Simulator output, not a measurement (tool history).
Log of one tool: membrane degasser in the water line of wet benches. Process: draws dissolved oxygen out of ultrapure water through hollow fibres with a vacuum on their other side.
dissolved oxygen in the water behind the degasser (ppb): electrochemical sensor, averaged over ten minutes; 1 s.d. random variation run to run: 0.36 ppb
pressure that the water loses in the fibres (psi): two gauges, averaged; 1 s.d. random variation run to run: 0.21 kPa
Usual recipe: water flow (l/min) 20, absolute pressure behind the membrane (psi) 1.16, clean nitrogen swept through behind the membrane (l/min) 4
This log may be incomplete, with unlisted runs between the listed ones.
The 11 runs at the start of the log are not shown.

run	day	water flow (l/min)	absolute pressure behind the membrane (psi)	clean nitrogen swept through behind the membrane (l/min)	dissolved oxygen in the water behind the degasser (ppb)	pressure that the water loses in the fibres (psi)
12	18.288	20	1.04	4	61.5	8.714
# day 18.45: vacuum gauge calibrated
13	20.333	20	1.04	4	61.9	8.686
14	22.279	20	1.04	4	62.5	8.724
# day 22.638: vacuum gauge calibrated, once more
15	23.804	20	1.04	4	59	8.689
16	25.688	12	2.219	4	91.1	5.22
17	26.725	13	2.219	2.74	142.8	5.699
18	28.65	12	1.723	4	66.6	5.214
19	30.479	16	1.304	9.23	30.1	6.959
20	31.825	22	2.4	9.23	95.3	9.568
21	32.988	19	0.827	10.49	20.4	8.337
22	34.896	17	1.311	3.87	68.5	7.445
23	36.454	17	1.311	3.87	69.3	7.422
24	38.162	29	1.562	4	170.7	12.668
25	39.308	31	1.514	4	182.2	13.532
26	41.029	20	1.16	1.63	148.5	8.737
27	42.954	17	1.21	8.82	30.8	7.422
28	44.879	15	2.106	4	108.5	6.57
29	46.683	17	0.73	2.09	41.5	7.442
30	47.746	23	1.041	2.91	94.3	10.04

5 options for the next run, each taken on its own from the tool as it stands now. Forecast them:
A	49.446	14	1.16	2.54	?	?
B	49.446	20	1.16	6.85	?	?
C	49.446	13	0.703	6.87	?	?
D	49.446	29	1.16	4	?	?
E	49.446	21	1.246	4	?	?

run	dissolved oxygen in the water behind the degasser (ppb)	pressure that the water loses in the fibres (psi)
A	67.7	6.139
B	46.4	8.798
C	10	5.67
D	123.9	12.688
E	82.2	9.165
Without the tool's hidden state the same runs would have given:
run	dissolved oxygen in the water behind the degasser (ppb)	pressure that the water loses in the fibres (psi)
A	66.1	6.055
B	44.8	8.676
C	9.6	5.59
D	120.3	12.511
E	80.2	9.037
